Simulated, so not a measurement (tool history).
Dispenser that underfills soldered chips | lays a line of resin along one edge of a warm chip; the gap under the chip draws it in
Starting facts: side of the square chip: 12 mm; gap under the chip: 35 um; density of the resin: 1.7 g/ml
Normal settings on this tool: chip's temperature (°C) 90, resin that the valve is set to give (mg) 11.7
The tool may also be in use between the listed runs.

| run | hour | chip's temperature (°C) | resin that the valve is set to give (mg) | time until the resin shows at the far edge (s) | resin that the valve gave (mg) |
|---|---|---|---|---|---|
| 1 | 0 | 90 | 11.7 | 102.1 | 11.12 |
|  | 6.5 | new syringe of resin |
| 2 | 6.8 | 90 | 11.7 | 94.2 | 11.09 |
| 3 | 10.2 | 90 | 12.3 | 103.9 | 11.69 |
|  | 15.3 | new syringe of resin |
| 4 | 17.2 | 90 | 12.3 | 99.8 | 11.59 |
| 5 | 22 | 84 | 11.7 | 145.8 | 10.99 |
|  | 24 | new syringe of resin |
| 6 | 26.5 | 84 | 11.7 | 128.4 | 10.94 |
|  | 32.8 | new syringe of resin |
| 7 | 32.9 | 90 | 13.3 | 92.6 | 12.46 |
| 8 | 38 | 90 | 11.7 | 112.4 | 10.83 |
|  | 41.7 | new syringe of resin |
| 9 | 44.2 | 90 | 11.7 | 101.7 | 10.81 |
| 10 | 49.6 | 90 | 11.7 | 123.1 | 10.75 |
|  | 50.5 | new syringe of resin |
| 11 | 57.3 | 81 | 11 | 171.1 | 10.11 |
|  | 59.5 | new syringe of resin |
| 12 | 65.2 | 83 | 14.5 | 144.5 | 13.23 |
|  | 68.4 | new syringe of resin |
| 13 | 71.8 | 79 | 11.7 | 165.2 | 10.61 |
|  | 77.1 | new syringe of resin |
| 14 | 78.9 | 79 | 11.7 | 153.4 | 10.48 |
| 15 | 83.5 | 86 | 10.6 | 146.9 | 9.57 |

Alternative continuations, all from the tool just after run 15; predict every row:
|  | 86 | new syringe of resin |
| A | 91 | 88 | 12.4 | ? | ? |
|  | 86 | new syringe of resin |
| B | 91 | 86 | 12.5 | ? | ? |
|  | 86 | new syringe of resin |
| C | 91 | 79 | 10.3 | ? | ? |
|  | 86 | new syringe of resin |
| D | 91 | 87 | 10.9 | ? | ? |
|  | 86 | new syringe of resin |
| E | 91 | 86 | 13 | ? | ? |

| run | time until the resin shows at the far edge (s) | resin that the valve gave (mg) |
|---|---|---|
| A | 125 | 11.04 |
| B | 131.7 | 11.24 |
| C | 189.1 | 9.29 |
| D | 136.7 | 9.72 |
| E | 132.2 | 11.49 |
With the hidden condition removed and each run's random variation left untouched, the same runs would have given:
| run | time until the resin shows at the far edge (s) | resin that the valve gave (mg) |
|---|---|---|
| A | 96.3 | 12.36 |
| B | 101.6 | 12.58 |
| C | 141.5 | 10.39 |
| D | 103.5 | 10.89 |
| E | 102.5 | 12.88 |
